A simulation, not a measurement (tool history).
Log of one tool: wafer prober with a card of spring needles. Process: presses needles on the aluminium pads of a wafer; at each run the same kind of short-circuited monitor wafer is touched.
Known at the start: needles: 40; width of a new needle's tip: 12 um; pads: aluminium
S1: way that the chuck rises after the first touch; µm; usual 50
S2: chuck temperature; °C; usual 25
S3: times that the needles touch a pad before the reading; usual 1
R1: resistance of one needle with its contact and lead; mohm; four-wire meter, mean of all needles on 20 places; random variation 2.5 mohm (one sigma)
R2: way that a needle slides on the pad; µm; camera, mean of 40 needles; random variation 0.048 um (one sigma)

{"run": 1, "hour": 0.0, "S1": 50, "S2": 25, "S3": 1, "R1": 305, "R2": 10.17}
{"run": 2, "hour": 9.1, "S1": 50, "S2": 30, "S3": 1, "R1": 318, "R2": 10.27}
{"run": 3, "hour": 19.6, "S1": 50, "S2": 25, "S3": 1, "R1": 323, "R2": 10.23}
{"hour": 23.5, "done": "tips cleaned on abrasive film"}
{"run": 4, "hour": 27.6, "S1": 50, "S2": 25, "S3": 1, "R1": 300, "R2": 10.27}
{"run": 5, "hour": 38.4, "S1": 50, "S2": 25, "S3": 1, "R1": 316, "R2": 10.17}
{"run": 6, "hour": 43.9, "S1": 50, "S2": 25, "S3": 1, "R1": 314, "R2": 10.18}
{"run": 7, "hour": 48.5, "S1": 50, "S2": 93, "S3": 1, "R1": 350, "R2": 10.17}
{"hour": 54.5, "done": "tips cleaned on abrasive film"}
{"run": 8, "hour": 58.4, "S1": 45, "S2": 25, "S3": 1, "R1": 305, "R2": 9.11}
{"run": 9, "hour": 66.6, "S1": 50, "S2": 25, "S3": 1, "R1": 310, "R2": 10.07}
{"run": 10, "hour": 75.4, "S1": 69, "S2": 25, "S3": 1, "R1": 301, "R2": 14.1}
{"hour": 80.2, "done": "height of the first contact set anew"}
{"run": 11, "hour": 84.3, "S1": 61, "S2": 25, "S3": 1, "R1": 310, "R2": 12.74}
{"hour": 85.7, "done": "tips cleaned on abrasive film"}
{"run": 12, "hour": 94.1, "S1": 50, "S2": 35, "S3": 1, "R1": 308, "R2": 10.45}
{"run": 13, "hour": 103.2, "S1": 50, "S2": 123, "S3": 1, "R1": 345, "R2": 10.43}
{"run": 14, "hour": 111.0, "S1": 50, "S2": 123, "S3": 1, "R1": 352, "R2": 10.43}
{"hour": 116.5, "done": "tips cleaned on abrasive film"}
{"run": 15, "hour": 118.8, "S1": 44, "S2": 123, "S3": 3, "R1": 328, "R2": 9.14}
{"run": 16, "hour": 124.7, "S1": 50, "S2": 67, "S3": 2, "R1": 311, "R2": 10.35}
{"run": 17, "hour": 133.6, "S1": 50, "S2": 67, "S3": 2, "R1": 316, "R2": 10.44}
{"run": 18, "hour": 141.1, "S1": 62, "S2": 25, "S3": 2, "R1": 297, "R2": 12.86}

5 ways to go on from here, each from the tool as it stands after run 18. What would each give?
{"hour": 147.2, "done": "tips cleaned on abrasive film"}
{"run": "A", "hour": 149.9, "S1": 36, "S2": 25, "S3": 2, "R1": "?", "R2": "?"}
{"hour": 147.2, "done": "tips cleaned on abrasive film"}
{"run": "B", "hour": 149.9, "S1": 38, "S2": 65, "S3": 1, "R1": "?", "R2": "?"}
{"hour": 147.2, "done": "tips cleaned on abrasive film"}
{"run": "C", "hour": 149.9, "S1": 50, "S2": 30, "S3": 1, "R1": "?", "R2": "?"}
{"hour": 147.2, "done": "tips cleaned on abrasive film"}
{"run": "D", "hour": 149.9, "S1": 63, "S2": 25, "S3": 2, "R1": "?", "R2": "?"}
{"hour": 147.2, "done": "tips cleaned on abrasive film"}
{"run": "E", "hour": 149.9, "S1": 62, "S2": 70, "S3": 2, "R1": "?", "R2": "?"}

run=A R1=304 R2=7.42
run=B R1=337 R2=7.86
run=C R1=292 R2=10.30
run=D R1=286 R2=13.02
run=E R1=303 R2=12.93
Without the tool's hidden state the same runs would have given:
run=A R1=293 R2=7.48
run=B R1=319 R2=7.93
run=C R1=282 R2=10.36
run=D R1=281 R2=13.08
run=E R1=298 R2=12.99
